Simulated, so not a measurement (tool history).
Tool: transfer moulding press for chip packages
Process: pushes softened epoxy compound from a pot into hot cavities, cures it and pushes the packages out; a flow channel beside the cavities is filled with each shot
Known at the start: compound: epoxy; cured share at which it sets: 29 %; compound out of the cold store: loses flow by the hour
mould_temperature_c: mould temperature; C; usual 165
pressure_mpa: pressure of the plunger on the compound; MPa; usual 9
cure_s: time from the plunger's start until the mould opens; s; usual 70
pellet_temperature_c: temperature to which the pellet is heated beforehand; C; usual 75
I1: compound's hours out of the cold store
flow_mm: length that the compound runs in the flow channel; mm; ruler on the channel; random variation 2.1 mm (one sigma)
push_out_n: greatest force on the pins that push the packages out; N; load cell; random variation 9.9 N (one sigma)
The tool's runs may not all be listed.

run 1 hour=0 | mould_temperature_c=165 pressure_mpa=9 cure_s=70 pellet_temperature_c=75 | I1=11.9 | flow_mm=646 push_out_n=469
-- hour=33.2 cavities cleaned with cleaning compound and waxed
run 2 hour=51.1 | mould_temperature_c=165 pressure_mpa=9 cure_s=70 pellet_temperature_c=71 | I1=22.6 | flow_mm=616 push_out_n=472
-- hour=66.1 cavities cleaned with cleaning compound and waxed
-- hour=101.9 cavities cleaned with cleaning compound and waxed
run 3 hour=108.1 | mould_temperature_c=165 pressure_mpa=9 cure_s=109 pellet_temperature_c=75 | I1=32.7 | flow_mm=588 push_out_n=326
-- hour=135.9 cavities cleaned with cleaning compound and waxed
run 4 hour=147.7 | mould_temperature_c=165 pressure_mpa=9 cure_s=109 pellet_temperature_c=75 | I1=20 | flow_mm=624 push_out_n=326
-- hour=170.3 cavities cleaned with cleaning compound and waxed
-- hour=176 plunger's sealing rings changed
run 5 hour=185.1 | mould_temperature_c=165 pressure_mpa=9 cure_s=109 pellet_temperature_c=75 | I1=24.4 | flow_mm=612 push_out_n=338
-- hour=206.5 cavities cleaned with cleaning compound and waxed
run 6 hour=221.7 | mould_temperature_c=165 pressure_mpa=9 cure_s=109 pellet_temperature_c=71 | I1=16 | flow_mm=635 push_out_n=322
-- hour=240.4 cavities cleaned with cleaning compound and waxed
-- hour=273.1 cavities cleaned with cleaning compound and waxed
run 7 hour=278.4 | mould_temperature_c=165 pressure_mpa=9 cure_s=92 pellet_temperature_c=75 | I1=42.4 | flow_mm=564 push_out_n=343
-- hour=305.8 cavities cleaned with cleaning compound and waxed
run 8 hour=329 | mould_temperature_c=165 pressure_mpa=9 cure_s=92 pellet_temperature_c=75 | I1=27.2 | flow_mm=607 push_out_n=330
-- hour=341.7 cavities cleaned with cleaning compound and waxed
-- hour=376.4 cavities cleaned with cleaning compound and waxed
run 9 hour=380 | mould_temperature_c=165 pressure_mpa=9 cure_s=92 pellet_temperature_c=75 | I1=14.7 | flow_mm=638 push_out_n=333
run 10 hour=403.9 | mould_temperature_c=165 pressure_mpa=9 cure_s=92 pellet_temperature_c=75 | I1=29.7 | flow_mm=595 push_out_n=341
-- hour=410.5 cavities cleaned with cleaning compound and waxed
run 11 hour=432.3 | mould_temperature_c=165 pressure_mpa=9 cure_s=55 pellet_temperature_c=78 | I1=12.8 | flow_mm=647 push_out_n=835
-- hour=444 cavities cleaned with cleaning compound and waxed
-- hour=476.9 cavities cleaned with cleaning compound and waxed
run 12 hour=487.2 | mould_temperature_c=158 pressure_mpa=9 cure_s=107 pellet_temperature_c=78 | I1=41.5 | flow_mm=581 push_out_n=357
-- hour=510.9 cavities cleaned with cleaning compound and waxed
run 13 hour=523.1 | mould_temperature_c=158 pressure_mpa=9 cure_s=107 pellet_temperature_c=78 | I1=40.2 | flow_mm=588 push_out_n=361
-- hour=546.3 cavities cleaned with cleaning compound and waxed
run 14 hour=563.3 | mould_temperature_c=162 pressure_mpa=9 cure_s=64 pellet_temperature_c=75 | I1=38.9 | flow_mm=578 push_out_n=654
-- hour=581.2 cavities cleaned with cleaning compound and waxed
-- hour=607.4 plunger's sealing rings changed
-- hour=619.3 cavities cleaned with cleaning compound and waxed
run 15 hour=620.6 | mould_temperature_c=173 pressure_mpa=9 cure_s=74 pellet_temperature_c=75 | I1=30.4 | flow_mm=577 push_out_n=341
-- hour=654.8 cavities cleaned with cleaning compound and waxed
run 16 hour=664.1 | mould_temperature_c=160 pressure_mpa=7.04 cure_s=70 pellet_temperature_c=75 | I1=8.9 | flow_mm=592 push_out_n=731
-- hour=689 cavities cleaned with cleaning compound and waxed
run 17 hour=708.3 | mould_temperature_c=168 pressure_mpa=7.29 cure_s=71 pellet_temperature_c=75 | I1=30.3 | flow_mm=535 push_out_n=376

5 ways to go on from here, each from the tool as it stands after run 17. What would each give?
-- hour=725.4 cavities cleaned with cleaning compound and waxed
run A hour=747.8 | mould_temperature_c=169 pressure_mpa=7.29 cure_s=71 pellet_temperature_c=75 | I1=29 | flow_mm=? push_out_n=?
-- hour=725.4 cavities cleaned with cleaning compound and waxed
run B hour=747.8 | mould_temperature_c=165 pressure_mpa=7.21 cure_s=59 pellet_temperature_c=75 | I1=46.4 | flow_mm=? push_out_n=?
-- hour=725.4 cavities cleaned with cleaning compound and waxed
run C hour=747.8 | mould_temperature_c=166 pressure_mpa=8.07 cure_s=71 pellet_temperature_c=75 | I1=44.3 | flow_mm=? push_out_n=?
-- hour=725.4 cavities cleaned with cleaning compound and waxed
run D hour=747.8 | mould_temperature_c=169 pressure_mpa=7.29 cure_s=71 pellet_temperature_c=75 | I1=32.9 | flow_mm=? push_out_n=?
-- hour=725.4 cavities cleaned with cleaning compound and waxed
run E hour=747.8 | mould_temperature_c=168 pressure_mpa=8.63 cure_s=62 pellet_temperature_c=75 | I1=35.6 | flow_mm=? push_out_n=?

run=A flow_mm=531 push_out_n=368
run=B flow_mm=494 push_out_n=630
run=C flow_mm=531 push_out_n=420
run=D flow_mm=525 push_out_n=368
run=E flow_mm=560 push_out_n=477
Without the tool's hidden state the same runs would have given:
run=A flow_mm=531 push_out_n=365
run=B flow_mm=495 push_out_n=625
run=C flow_mm=531 push_out_n=417
run=D flow_mm=525 push_out_n=365
run=E flow_mm=560 push_out_n=473
